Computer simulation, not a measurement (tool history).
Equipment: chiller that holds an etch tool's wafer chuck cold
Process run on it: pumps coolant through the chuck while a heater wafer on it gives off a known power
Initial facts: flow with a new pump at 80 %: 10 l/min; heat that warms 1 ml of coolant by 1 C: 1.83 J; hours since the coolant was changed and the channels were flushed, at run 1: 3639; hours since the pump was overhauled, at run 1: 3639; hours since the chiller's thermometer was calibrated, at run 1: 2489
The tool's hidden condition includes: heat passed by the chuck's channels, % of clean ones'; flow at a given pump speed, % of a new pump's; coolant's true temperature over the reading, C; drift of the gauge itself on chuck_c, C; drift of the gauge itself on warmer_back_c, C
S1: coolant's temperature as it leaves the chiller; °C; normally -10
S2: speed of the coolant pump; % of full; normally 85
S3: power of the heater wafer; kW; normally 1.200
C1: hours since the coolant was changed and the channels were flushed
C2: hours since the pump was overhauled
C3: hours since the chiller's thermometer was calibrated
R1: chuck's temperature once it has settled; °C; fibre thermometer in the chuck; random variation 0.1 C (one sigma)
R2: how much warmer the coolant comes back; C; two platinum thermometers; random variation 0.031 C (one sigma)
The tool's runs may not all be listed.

run	hour	S1	S2	S3	C1	C2	C3	R1	R2
1	0.0	-10	85	1.200	3639	3639	2489	6.9	4.00
2	80.4	-10	85	1.200	3719	3719	2569	7.1	3.99
# hour 178.2: chiller's thermometer calibrated
3	178.2	-10	85	1.200	3816	3816	0	6.7	3.96
4	249.2	-10	85	1.174	3887	3887	71	6.6	3.88
5	344.5	-15	85	1.174	3982	3982	166	1.5	3.88
6	410.5	-15	85	1.174	4048	4048	232	1.8	3.95
7	462.5	-15	85	1.174	4100	4100	284	1.8	3.92
8	552.9	-15	85	1.174	4191	4191	375	1.7	3.88
9	616.6	-15	85	1.174	4254	4254	438	1.8	3.92
10	664.1	-10	81	1.200	4302	4302	486	7.7	4.23
11	710.2	-10	81	1.200	4348	4348	532	7.9	4.21
12	786.9	-10	81	1.200	4425	4425	609	7.8	4.18
13	875.6	-10	81	1.200	4513	4513	697	8.2	4.24
14	946.9	-10	81	1.200	4585	4585	769	8.1	4.19
15	992.2	-10	85	1.100	4630	4630	814	6.1	3.69
# hour 1003.7: coolant pump overhauled
16	1083.1	-10	85	1.100	4716	79	900	6.3	3.74
17	1176.1	-10	85	0.713	4809	172	993	0.8	2.45
# hour 1218.4: coolant pump overhauled, once more
18	1232.9	-10	72	1.200	4861	14	1045	8.7	4.33
19	1318.0	-8	92	1.200	4946	100	1130	7.7	3.40
20	1358.7	-5	68	1.200	4986	140	1171	14.5	4.57
21	1444.6	-5	68	1.200	5072	226	1256	14.3	4.58
22	1519.7	-5	68	1.200	5147	301	1331	14.7	4.58
23	1605.4	-10	68	0.880	5233	387	1417	4.4	3.34
24	1694.5	-10	68	0.880	5322	476	1506	4.6	3.39
25	1781.0	-4	65	1.148	5409	563	1593	15.6	4.63
26	1826.0	-4	65	1.148	5454	608	1638	15.7	4.63
27	1891.8	-10	83	1.200	5519	673	1704	7.4	3.78
28	1935.8	-10	83	1.200	5563	717	1748	7.6	3.83
29	2015.4	-7	92	1.271	5643	797	1827	10.4	3.71
30	2059.9	-7	87	1.668	5688	841	1872	16.6	5.03
31	2149.9	-7	66	0.649	5778	931	1962	4.3	2.57

Had the tool no unlogged condition, and each run kept its random variation, what would the results have been?
run	R1	R2
1	4.2	3.75
2	4.4	3.74
3	4.2	3.70
4	4.0	3.61
5	-1.1	3.61
6	-0.9	3.68
7	-1.0	3.64
8	-1.1	3.60
9	-1.1	3.63
10	4.6	3.92
11	4.8	3.89
12	4.6	3.86
13	4.9	3.91
14	4.8	3.85
15	3.1	3.40
16	3.1	3.39
17	-1.4	2.22
18	6.1	4.36
19	5.4	3.42
20	11.6	4.59
21	11.4	4.59
22	11.7	4.58
23	2.1	3.34
24	2.2	3.39
25	12.4	4.61
26	12.5	4.61
27	4.4	3.77
28	4.5	3.80
29	7.3	3.68
30	12.5	4.99
31	2.2	2.55
